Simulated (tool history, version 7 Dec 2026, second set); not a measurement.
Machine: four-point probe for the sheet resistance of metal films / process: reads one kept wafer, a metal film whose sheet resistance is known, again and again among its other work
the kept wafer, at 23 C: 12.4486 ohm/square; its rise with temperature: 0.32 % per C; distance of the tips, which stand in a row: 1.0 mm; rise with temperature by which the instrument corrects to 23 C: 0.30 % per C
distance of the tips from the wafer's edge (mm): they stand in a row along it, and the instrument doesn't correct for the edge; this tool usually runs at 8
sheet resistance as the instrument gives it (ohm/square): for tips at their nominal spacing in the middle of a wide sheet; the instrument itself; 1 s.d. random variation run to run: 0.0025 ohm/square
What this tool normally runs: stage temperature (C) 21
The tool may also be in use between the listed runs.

run,hour,stage temperature (C),distance of the tips from the wafer's edge (mm),sheet resistance as the instrument gives it (ohm/square)
1,0.0,21,8,12.462233
2,26.8,21,8,12.462517
3,84.2,21,8,12.459548
4,120.4,21,8,12.458048
5,159.6,21,8,12.455220
6,184.1,21,8,12.452883
7,241.2,21,8,12.451402
8,266.8,21,8,12.456178
9,310.6,21,8,12.451596
10,359.9,21,8,12.449462
11,393.2,22,8,12.448329
12,433.5,22,8,12.448497
13,481.5,22,8,12.446193
14,517.8,21,8,12.442187
15,549.7,21,8,12.441492
16,589.1,21,8,12.445901
17,621.9,21,8,12.438791
18,661.3,21,8,12.438549
19,700.1,21,7,12.474425
20,751.8,21,7,12.466442
21,792.1,21,7,12.464317
22,823.2,20,8,12.428066
23,867.2,24,13,12.371383
24,901.8,21,17,12.347425
25,955.5,21,17,12.349812
26,980.9,23,15,12.359449
27,1005.5,23,15,12.354157
28,1035.0,30,34,12.344067
29,1073.2,30,6,12.515992
30,1129.1,23,12,12.370546
31,1166.9,27,6,12.505787
32,1221.2,27,6,12.512812
33,1255.1,22,10,12.381564
34,1305.8,21,12,12.357824
35,1331.5,25,5,12.576315
36,1366.6,25,5,12.576288
37,1401.0,30,23,12.339207
38,1429.4,20,68,12.310307
39,1473.5,20,68,12.307079
40,1502.3,20,68,12.303025
41,1550.2,23,34,12.310903
42,1590.5,22,8,12.407472
43,1617.1,22,8,12.406781
44,1665.4,19,28,12.303644

5 ways to go on from here, each from the tool as it stands after run 44. What would each give?
A,1717.7,34,24,?
B,1717.7,24,25,?
C,1717.7,20,74,?
D,1717.7,30,45,?
E,1717.7,18,25,?

run,sheet resistance as the instrument gives it (ohm/square)
A,12.333676
B,12.314699
C,12.299384
D,12.313481
E,12.304583
What these runs would have given with no unlogged condition in the tool:
run,sheet resistance as the instrument gives it (ohm/square)
A,12.480467
B,12.461966
C,12.446768
D,12.460314
E,12.452171
